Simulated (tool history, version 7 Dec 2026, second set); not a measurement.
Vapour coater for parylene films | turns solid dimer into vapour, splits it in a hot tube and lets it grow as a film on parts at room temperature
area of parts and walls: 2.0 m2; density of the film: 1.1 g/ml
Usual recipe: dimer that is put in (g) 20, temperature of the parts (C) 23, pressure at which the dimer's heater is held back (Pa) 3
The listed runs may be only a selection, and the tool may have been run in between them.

run	day	dimer that is put in (g)	temperature of the parts (C)	pressure at which the dimer's heater is held back (Pa)	thickness of the film (nm)
1	0	20	23	3	4140
2	1.492	20	23	3	4090
3	3.683	20	23	3	3950
# day 4.042: trap's valve overhauled
4	5.092	20	23	3	4400
5	7.158	20	23	3	4390
6	9.154	20	23	3	4380
7	11.604	20	18	3	4740
8	13.204	20	18	3	4820
9	15.996	20	18	3	4710
10	18.242	20	23	3	4130
11	19.558	20	17	3	4780
12	21.546	20	17	3	4640

What does the tool deliver on the next run?
13	24.525	15	17	8.49	?

thickness of the film (nm): 2840
Had the tool carried no hidden state, the very same run would have given thickness of the film (nm) 3260.
